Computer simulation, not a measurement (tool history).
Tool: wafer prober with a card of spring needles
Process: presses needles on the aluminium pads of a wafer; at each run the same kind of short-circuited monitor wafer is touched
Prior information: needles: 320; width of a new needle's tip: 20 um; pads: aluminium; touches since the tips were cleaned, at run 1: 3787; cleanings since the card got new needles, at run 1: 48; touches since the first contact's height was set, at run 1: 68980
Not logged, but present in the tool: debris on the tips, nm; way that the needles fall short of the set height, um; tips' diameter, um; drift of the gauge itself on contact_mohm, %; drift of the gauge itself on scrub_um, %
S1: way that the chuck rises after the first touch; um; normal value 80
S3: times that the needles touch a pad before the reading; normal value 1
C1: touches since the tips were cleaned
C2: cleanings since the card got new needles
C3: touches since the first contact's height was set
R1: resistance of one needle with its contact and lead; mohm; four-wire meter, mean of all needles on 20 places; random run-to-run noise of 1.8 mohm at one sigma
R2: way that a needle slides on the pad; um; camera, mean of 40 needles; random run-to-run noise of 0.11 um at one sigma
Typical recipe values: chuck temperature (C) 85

run 1 hour=0 | S1=80 chuck_temperature_(C)=85 S3=1 | C1=3787 C2=48 C3=68980 | R1=195 R2=19.84
-- hour=5.4 tips cleaned on abrasive film
-- hour=16.1 tips cleaned on abrasive film
-- hour=26.7 tips cleaned on abrasive film
run 2 hour=32.1 | S1=80 chuck_temperature_(C)=85 S3=1 | C1=2744 C2=51 C3=85306 | R1=192 R2=20.14
-- hour=37.4 tips cleaned on abrasive film
-- hour=48.1 tips cleaned on abrasive film
-- hour=58.7 tips cleaned on abrasive film
run 3 hour=62.5 | S1=80 chuck_temperature_(C)=85 S3=2 | C1=1913 C2=54 C3=100779 | R1=192 R2=19.89
-- hour=70.5 tips cleaned on abrasive film
-- hour=83.7 tips cleaned on abrasive film
-- hour=97 tips cleaned on abrasive film
run 4 hour=101.4 | S1=80 chuck_temperature_(C)=85 S3=2 | C1=2263 C2=57 C3=120657 | R1=195 R2=19.98
-- hour=109.5 tips cleaned on abrasive film
-- hour=120.1 tips cleaned on abrasive film
-- hour=130.8 tips cleaned on abrasive film
-- hour=144.1 tips cleaned on abrasive film
run 5 hour=149.4 | S1=78 chuck_temperature_(C)=85 S3=1 | C1=2702 C2=61 C3=145090 | R1=196 R2=19.45
-- hour=157.4 tips cleaned on abrasive film
-- hour=170.7 tips cleaned on abrasive film
-- hour=184 tips cleaned on abrasive film
run 6 hour=185.1 | S1=78 chuck_temperature_(C)=85 S3=1 | C1=565 C2=64 C3=163284 | R1=195 R2=19.54
-- hour=195.7 tips cleaned on abrasive film
-- hour=206.4 tips cleaned on abrasive film
-- hour=219.7 tips cleaned on abrasive film
run 7 hour=226.7 | S1=80 chuck_temperature_(C)=85 S3=2 | C1=3602 C2=67 C3=184542 | R1=192 R2=19.92
-- hour=232.1 tips cleaned on abrasive film
-- hour=242.8 tips cleaned on abrasive film
run 8 hour=252.6 | S1=80 chuck_temperature_(C)=85 S3=2 | C1=5040 C2=69 C3=197732 | R1=196 R2=19.83
-- hour=255.3 tips cleaned on abrasive film
-- hour=268.6 tips cleaned on abrasive film
-- hour=279.3 tips cleaned on abrasive film
-- hour=289.9 tips cleaned on abrasive film
-- hour=300.6 tips cleaned on abrasive film
-- hour=312.9 tips cleaned on abrasive film
run 9 hour=312.9 | S1=80 chuck_temperature_(C)=85 S3=2 | C1=0 C2=75 C3=228415 | R1=199 R2=19.8
-- hour=323.5 tips cleaned on abrasive film
-- hour=326.5 height of the first contact set anew
-- hour=334.5 tips cleaned on abrasive film
-- hour=347.8 tips cleaned on abrasive film
-- hour=358.5 tips cleaned on abrasive film
run 10 hour=362.8 | S1=80 chuck_temperature_(C)=85 S3=2 | C1=2227 C2=79 C3=18525 | R1=196 R2=20.01
-- hour=370.9 tips cleaned on abrasive film
-- hour=381.5 tips cleaned on abrasive film
-- hour=394.7 tips cleaned on abrasive film
-- hour=405.4 tips cleaned on abrasive film
run 11 hour=409.9 | S1=80 chuck_temperature_(C)=85 S3=2 | C1=2343 C2=83 C3=42536 | R1=193 R2=19.86
-- hour=418 tips cleaned on abrasive film
-- hour=428.6 tips cleaned on abrasive film
-- hour=441.9 tips cleaned on abrasive film
-- hour=455.2 tips cleaned on abrasive film
run 12 hour=456.1 | S1=80 chuck_temperature_(C)=85 S3=1 | C1=440 C2=87 C3=66032 | R1=193 R2=19.91
-- hour=466.7 tips cleaned on abrasive film
-- hour=479.9 tips cleaned on abrasive film
-- hour=490.6 tips cleaned on abrasive film
-- hour=501.3 tips cleaned on abrasive film
run 13 hour=511.7 | S1=80 chuck_temperature_(C)=85 S3=1 | C1=5349 C2=91 C3=94419 | R1=197 R2=19.99
-- hour=514.4 tips cleaned on abrasive film
-- hour=525.1 tips cleaned on abrasive film
-- hour=535.8 tips cleaned on abrasive film
-- hour=549 tips cleaned on abrasive film
run 14 hour=551.6 | S1=80 chuck_temperature_(C)=85 S3=2 | C1=1337 C2=95 C3=114760 | R1=196 R2=19.81

Run 15 has not been measured yet. What should we expect?
-- hour=562.3 tips cleaned on abrasive film
-- hour=575.5 tips cleaned on abrasive film
-- hour=588.8 tips cleaned on abrasive film
-- hour=599.5 tips cleaned on abrasive film
run 15 hour=609.5 | S1=84 chuck_temperature_(C)=60 S3=1 | C1=5157 C2=99 C3=144306 | R1=? R2=?

{"run 15": {"R1": 191, "R2": 20.69}}
The same run, on a tool lacking any hidden state, would have yielded R1 190 mohm, R2 20.69 um.

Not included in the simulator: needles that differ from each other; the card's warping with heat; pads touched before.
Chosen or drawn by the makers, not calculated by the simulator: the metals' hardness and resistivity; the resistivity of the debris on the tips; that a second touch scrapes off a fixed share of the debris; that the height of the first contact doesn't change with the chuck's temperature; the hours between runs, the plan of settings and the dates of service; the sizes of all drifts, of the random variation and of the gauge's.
